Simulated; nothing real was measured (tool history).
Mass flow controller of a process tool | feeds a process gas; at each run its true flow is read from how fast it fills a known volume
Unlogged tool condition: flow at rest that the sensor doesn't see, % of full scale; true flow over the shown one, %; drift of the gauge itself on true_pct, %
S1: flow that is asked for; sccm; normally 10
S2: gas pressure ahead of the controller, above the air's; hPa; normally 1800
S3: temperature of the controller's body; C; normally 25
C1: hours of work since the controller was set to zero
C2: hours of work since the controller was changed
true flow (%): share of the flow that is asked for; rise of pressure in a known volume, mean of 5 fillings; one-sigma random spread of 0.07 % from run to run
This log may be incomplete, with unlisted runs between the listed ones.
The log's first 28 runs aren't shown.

run 29 hour=1849.7 | S1=2 S2=1800 S3=32 | C1=2081 C2=2081 | true_flow_(%)=103.22
run 30 hour=1908.9 | S1=2 S2=1460 S3=22 | C1=2112 C2=2112 | true_flow_(%)=102.73
run 31 hour=1974.5 | S1=18 S2=1460 S3=22 | C1=2147 C2=2147 | true_flow_(%)=100.51
run 32 hour=2052.5 | S1=4 S2=1820 S3=34 | C1=2189 C2=2189 | true_flow_(%)=101.85
run 33 hour=2119.0 | S1=4 S2=1820 S3=34 | C1=2224 C2=2224 | true_flow_(%)=101.96
run 34 hour=2170.0 | S1=4 S2=1820 S3=34 | C1=2251 C2=2251 | true_flow_(%)=101.96
run 35 hour=2240.2 | S1=4 S2=1790 S3=24 | C1=2288 C2=2288 | true_flow_(%)=101.57
run 36 hour=2314.3 | S1=2 S2=2670 S3=25 | C1=2328 C2=2328 | true_flow_(%)=103.71
run 37 hour=2352.4 | S1=2 S2=2670 S3=25 | C1=2348 C2=2348 | true_flow_(%)=103.86
run 38 hour=2394.9 | S1=12 S2=1860 S3=25 | C1=2370 C2=2370 | true_flow_(%)=100.89
run 39 hour=2437.6 | S1=12 S2=2330 S3=21 | C1=2393 C2=2393 | true_flow_(%)=100.90
run 40 hour=2497.9 | S1=7 S2=1910 S3=25 | C1=2425 C2=2425 | true_flow_(%)=100.97
run 41 hour=2583.5 | S1=7 S2=1910 S3=25 | C1=2471 C2=2471 | true_flow_(%)=101.20
run 42 hour=2676.8 | S1=10 S2=1800 S3=26 | C1=2520 C2=2520 | true_flow_(%)=100.89
run 43 hour=2723.0 | S1=15 S2=1800 S3=23 | C1=2545 C2=2545 | true_flow_(%)=100.94
run 44 hour=2804.7 | S1=15 S2=1800 S3=23 | C1=2588 C2=2588 | true_flow_(%)=100.79
run 45 hour=2857.8 | S1=14 S2=1800 S3=25 | C1=2616 C2=2616 | true_flow_(%)=100.95
run 46 hour=2937.3 | S1=10 S2=1710 S3=23 | C1=2658 C2=2658 | true_flow_(%)=100.95
run 47 hour=3028.9 | S1=10 S2=2050 S3=24 | C1=2707 C2=2707 | true_flow_(%)=101.18
run 48 hour=3092.7 | S1=10 S2=2050 S3=24 | C1=2741 C2=2741 | true_flow_(%)=101.07

Each row is a separate what-if for the run after 48, all from the same tool condition, not one after another. Results?
run A hour=3177.1 | S1=8 S2=2050 S3=24 | C1=2786 C2=2786 | true_flow_(%)=?
run B hour=3177.1 | S1=4 S2=2200 S3=39 | C1=2786 C2=2786 | true_flow_(%)=?
run C hour=3177.1 | S1=18 S2=1520 S3=25 | C1=2786 C2=2786 | true_flow_(%)=?
run D hour=3177.1 | S1=10 S2=1820 S3=24 | C1=2786 C2=2786 | true_flow_(%)=?

run=A true_flow_(%)=101.30
run=B true_flow_(%)=102.73
run=C true_flow_(%)=101.07
run=D true_flow_(%)=101.17
With the hidden condition removed and each run's random variation left untouched, the same runs would have given:
run=A true_flow_(%)=99.32
run=B true_flow_(%)=99.61
run=C true_flow_(%)=99.73
run=D true_flow_(%)=99.42

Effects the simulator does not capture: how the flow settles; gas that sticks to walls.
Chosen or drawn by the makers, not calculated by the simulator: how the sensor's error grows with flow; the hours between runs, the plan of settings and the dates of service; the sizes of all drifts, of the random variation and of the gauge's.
